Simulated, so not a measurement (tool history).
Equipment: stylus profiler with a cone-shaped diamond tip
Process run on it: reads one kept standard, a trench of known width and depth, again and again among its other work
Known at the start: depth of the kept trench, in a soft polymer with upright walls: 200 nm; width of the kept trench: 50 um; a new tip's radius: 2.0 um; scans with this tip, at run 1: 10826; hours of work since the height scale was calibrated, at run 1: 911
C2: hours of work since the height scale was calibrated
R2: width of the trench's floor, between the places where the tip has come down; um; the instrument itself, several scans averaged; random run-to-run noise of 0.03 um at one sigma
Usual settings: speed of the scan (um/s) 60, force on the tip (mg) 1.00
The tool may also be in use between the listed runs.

{"run": 1, "hour": 0.0, "speed of the scan (um/s)": 60, "force on the tip (mg)": 1.0, "scans with this tip": 10826, "C2": 911, "depth of the trench (nm)": 201.11, "R2": 46.75}
{"run": 2, "hour": 54.2, "speed of the scan (um/s)": 25, "force on the tip (mg)": 1.0, "scans with this tip": 11162, "C2": 939, "depth of the trench (nm)": 200.96, "R2": 46.94}
{"run": 3, "hour": 115.3, "speed of the scan (um/s)": 25, "force on the tip (mg)": 1.0, "scans with this tip": 11542, "C2": 971, "depth of the trench (nm)": 201.03, "R2": 47.0}
{"run": 4, "hour": 183.6, "speed of the scan (um/s)": 25, "force on the tip (mg)": 1.0, "scans with this tip": 11965, "C2": 1007, "depth of the trench (nm)": 200.91, "R2": 46.95}
{"run": 5, "hour": 236.9, "speed of the scan (um/s)": 25, "force on the tip (mg)": 1.0, "scans with this tip": 12296, "C2": 1034, "depth of the trench (nm)": 201.06, "R2": 46.95}
{"run": 6, "hour": 280.1, "speed of the scan (um/s)": 25, "force on the tip (mg)": 1.0, "scans with this tip": 12564, "C2": 1057, "depth of the trench (nm)": 200.89, "R2": 46.87}
{"run": 7, "hour": 319.8, "speed of the scan (um/s)": 25, "force on the tip (mg)": 1.0, "scans with this tip": 12811, "C2": 1078, "depth of the trench (nm)": 200.99, "R2": 46.85}
{"run": 8, "hour": 393.6, "speed of the scan (um/s)": 25, "force on the tip (mg)": 1.0, "scans with this tip": 13269, "C2": 1116, "depth of the trench (nm)": 200.88, "R2": 46.85}
{"run": 9, "hour": 454.0, "speed of the scan (um/s)": 25, "force on the tip (mg)": 1.0, "scans with this tip": 13644, "C2": 1148, "depth of the trench (nm)": 201.05, "R2": 46.8}
{"run": 10, "hour": 505.7, "speed of the scan (um/s)": 20, "force on the tip (mg)": 0.39, "scans with this tip": 13965, "C2": 1175, "depth of the trench (nm)": 200.17, "R2": 46.77}
{"run": 11, "hour": 570.2, "speed of the scan (um/s)": 128, "force on the tip (mg)": 2.79, "scans with this tip": 14365, "C2": 1208, "depth of the trench (nm)": 202.63, "R2": 46.32}
{"run": 12, "hour": 622.9, "speed of the scan (um/s)": 128, "force on the tip (mg)": 2.79, "scans with this tip": 14692, "C2": 1236, "depth of the trench (nm)": 202.59, "R2": 46.39}
{"run": 13, "hour": 674.4, "speed of the scan (um/s)": 147, "force on the tip (mg)": 1.56, "scans with this tip": 15013, "C2": 1263, "depth of the trench (nm)": 201.41, "R2": 46.05}
{"run": 14, "hour": 743.1, "speed of the scan (um/s)": 85, "force on the tip (mg)": 2.09, "scans with this tip": 15439, "C2": 1299, "depth of the trench (nm)": 201.93, "R2": 46.48}
{"run": 15, "hour": 791.0, "speed of the scan (um/s)": 85, "force on the tip (mg)": 2.09, "scans with this tip": 15736, "C2": 1324, "depth of the trench (nm)": 201.84, "R2": 46.43}

Measured less the same run without the tool's hidden state. The same run-to-run variation is in both; the gauge's scatter may not be:
Unlogged tool condition in this case: radius of the tip, um; height scale over the true one, %; drift of the gauge itself on depth_nm, %; drift of the gauge itself on floor_um, %.
run=1 depth_of_the_trench_(nm)=-0.67 R2=-1.03
run=2 depth_of_the_trench_(nm)=-0.68 R2=-1.06
run=3 depth_of_the_trench_(nm)=-0.71 R2=-1.08
run=4 depth_of_the_trench_(nm)=-0.73 R2=-1.12
run=5 depth_of_the_trench_(nm)=-0.75 R2=-1.14
run=6 depth_of_the_trench_(nm)=-0.77 R2=-1.16
run=7 depth_of_the_trench_(nm)=-0.79 R2=-1.18
run=8 depth_of_the_trench_(nm)=-0.81 R2=-1.21
run=9 depth_of_the_trench_(nm)=-0.84 R2=-1.24
run=10 depth_of_the_trench_(nm)=-0.86 R2=-1.26
run=11 depth_of_the_trench_(nm)=-0.89 R2=-1.28
run=12 depth_of_the_trench_(nm)=-0.91 R2=-1.31
run=13 depth_of_the_trench_(nm)=-0.92 R2=-1.33
run=14 depth_of_the_trench_(nm)=-0.95 R2=-1.36
run=15 depth_of_the_trench_(nm)=-0.97 R2=-1.37

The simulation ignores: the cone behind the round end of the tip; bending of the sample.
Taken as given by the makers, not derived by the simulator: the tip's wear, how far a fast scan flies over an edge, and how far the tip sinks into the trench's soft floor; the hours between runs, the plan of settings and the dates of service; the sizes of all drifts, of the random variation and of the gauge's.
